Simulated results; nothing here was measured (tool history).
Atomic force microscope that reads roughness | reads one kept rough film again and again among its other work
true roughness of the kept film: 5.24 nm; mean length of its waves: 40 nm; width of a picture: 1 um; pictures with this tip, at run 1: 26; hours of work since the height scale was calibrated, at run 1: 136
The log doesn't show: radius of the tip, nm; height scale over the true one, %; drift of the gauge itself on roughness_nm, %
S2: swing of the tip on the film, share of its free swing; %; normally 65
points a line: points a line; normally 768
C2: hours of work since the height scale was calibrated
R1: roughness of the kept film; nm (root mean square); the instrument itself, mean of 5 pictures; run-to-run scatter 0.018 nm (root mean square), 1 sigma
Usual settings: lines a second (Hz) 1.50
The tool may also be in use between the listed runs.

run 1 hour=0.0 | lines_a_second_(Hz)=1.50 S2=65 points_a_line=768 | pictures_with_this_tip=26 C2=136 | R1=4.447
run 2 hour=8.6 | lines_a_second_(Hz)=1.50 S2=65 points_a_line=768 | pictures_with_this_tip=38 C2=141 | R1=4.414
run 3 hour=15.7 | lines_a_second_(Hz)=1.50 S2=65 points_a_line=262 | pictures_with_this_tip=47 C2=144 | R1=4.383
run 4 hour=21.7 | lines_a_second_(Hz)=1.50 S2=60 points_a_line=768 | pictures_with_this_tip=55 C2=147 | R1=4.441
run 5 hour=31.9 | lines_a_second_(Hz)=1.50 S2=65 points_a_line=768 | pictures_with_this_tip=69 C2=152 | R1=4.346
run 6 hour=40.5 | lines_a_second_(Hz)=1.50 S2=65 points_a_line=768 | pictures_with_this_tip=81 C2=156 | R1=4.298
run 7 hour=53.4 | lines_a_second_(Hz)=1.50 S2=65 points_a_line=768 | pictures_with_this_tip=99 C2=162 | R1=4.261
run 8 hour=58.7 | lines_a_second_(Hz)=1.50 S2=65 points_a_line=768 | pictures_with_this_tip=106 C2=164 | R1=4.254
run 9 hour=70.4 | lines_a_second_(Hz)=1.50 S2=65 points_a_line=768 | pictures_with_this_tip=122 C2=170 | R1=4.230
run 10 hour=80.2 | lines_a_second_(Hz)=1.50 S2=65 points_a_line=749 | pictures_with_this_tip=135 C2=174 | R1=4.191
run 11 hour=86.3 | lines_a_second_(Hz)=1.50 S2=65 points_a_line=878 | pictures_with_this_tip=144 C2=177 | R1=4.184
run 12 hour=96.9 | lines_a_second_(Hz)=1.50 S2=65 points_a_line=878 | pictures_with_this_tip=158 C2=182 | R1=4.141
run 13 hour=110.1 | lines_a_second_(Hz)=1.50 S2=65 points_a_line=878 | pictures_with_this_tip=176 C2=189 | R1=4.106
run 14 hour=121.7 | lines_a_second_(Hz)=1.50 S2=82 points_a_line=768 | pictures_with_this_tip=192 C2=194 | R1=3.712
run 15 hour=127.8 | lines_a_second_(Hz)=1.50 S2=65 points_a_line=768 | pictures_with_this_tip=200 C2=197 | R1=4.064
run 16 hour=135.6 | lines_a_second_(Hz)=2.36 S2=65 points_a_line=768 | pictures_with_this_tip=211 C2=201 | R1=3.917
run 17 hour=148.2 | lines_a_second_(Hz)=2.77 S2=61 points_a_line=768 | pictures_with_this_tip=228 C2=207 | R1=3.941
run 18 hour=157.4 | lines_a_second_(Hz)=0.56 S2=77 points_a_line=1007 | pictures_with_this_tip=241 C2=211 | R1=4.045
run 19 hour=163.7 | lines_a_second_(Hz)=0.56 S2=77 points_a_line=1007 | pictures_with_this_tip=249 C2=214 | R1=4.004
run 20 hour=172.1 | lines_a_second_(Hz)=1.02 S2=64 points_a_line=503 | pictures_with_this_tip=261 C2=218 | R1=4.042
run 21 hour=177.5 | lines_a_second_(Hz)=1.20 S2=90 points_a_line=721 | pictures_with_this_tip=268 C2=220 | R1=3.481
-- hour=179.1 height scale calibrated on a step standard
run 22 hour=190.2 | lines_a_second_(Hz)=0.61 S2=55 points_a_line=721 | pictures_with_this_tip=284 C2=5 | R1=4.119
run 23 hour=199.4 | lines_a_second_(Hz)=0.61 S2=70 points_a_line=721 | pictures_with_this_tip=297 C2=10 | R1=3.976
run 24 hour=212.5 | lines_a_second_(Hz)=0.61 S2=86 points_a_line=721 | pictures_with_this_tip=314 C2=16 | R1=3.801
run 25 hour=225.4 | lines_a_second_(Hz)=0.61 S2=86 points_a_line=721 | pictures_with_this_tip=332 C2=22 | R1=3.790
run 26 hour=232.2 | lines_a_second_(Hz)=0.61 S2=86 points_a_line=721 | pictures_with_this_tip=341 C2=25 | R1=3.718
run 27 hour=240.6 | lines_a_second_(Hz)=0.61 S2=86 points_a_line=721 | pictures_with_this_tip=353 C2=29 | R1=3.724
-- hour=245.2 height scale calibrated on a step standard, once more
run 28 hour=248.2 | lines_a_second_(Hz)=1.28 S2=85 points_a_line=867 | pictures_with_this_tip=362 C2=1 | R1=3.445
run 29 hour=256.4 | lines_a_second_(Hz)=1.34 S2=83 points_a_line=768 | pictures_with_this_tip=373 C2=5 | R1=3.457
-- hour=264.7 new tip fitted
run 30 hour=269.7 | lines_a_second_(Hz)=1.34 S2=83 points_a_line=768 | pictures_with_this_tip=7 C2=11 | R1=4.151
run 31 hour=277.6 | lines_a_second_(Hz)=1.34 S2=83 points_a_line=768 | pictures_with_this_tip=18 C2=15 | R1=4.126

3 ways to go on from here, each from the tool as it stands after run 31. What would each give?
run A hour=284.8 | lines_a_second_(Hz)=1.50 S2=81 points_a_line=768 | pictures_with_this_tip=28 C2=19 | R1=?
run B hour=284.8 | lines_a_second_(Hz)=1.34 S2=60 points_a_line=284 | pictures_with_this_tip=28 C2=19 | R1=?
run C hour=284.8 | lines_a_second_(Hz)=2.98 S2=68 points_a_line=498 | pictures_with_this_tip=28 C2=19 | R1=?

run=A R1=4.077
run=B R1=4.510
run=C R1=4.104
The same runs, with their run-to-run variation unchanged, on a tool lacking any hidden condition would have given:
run=A R1=4.140
run=B R1=4.580
run=C R1=4.168

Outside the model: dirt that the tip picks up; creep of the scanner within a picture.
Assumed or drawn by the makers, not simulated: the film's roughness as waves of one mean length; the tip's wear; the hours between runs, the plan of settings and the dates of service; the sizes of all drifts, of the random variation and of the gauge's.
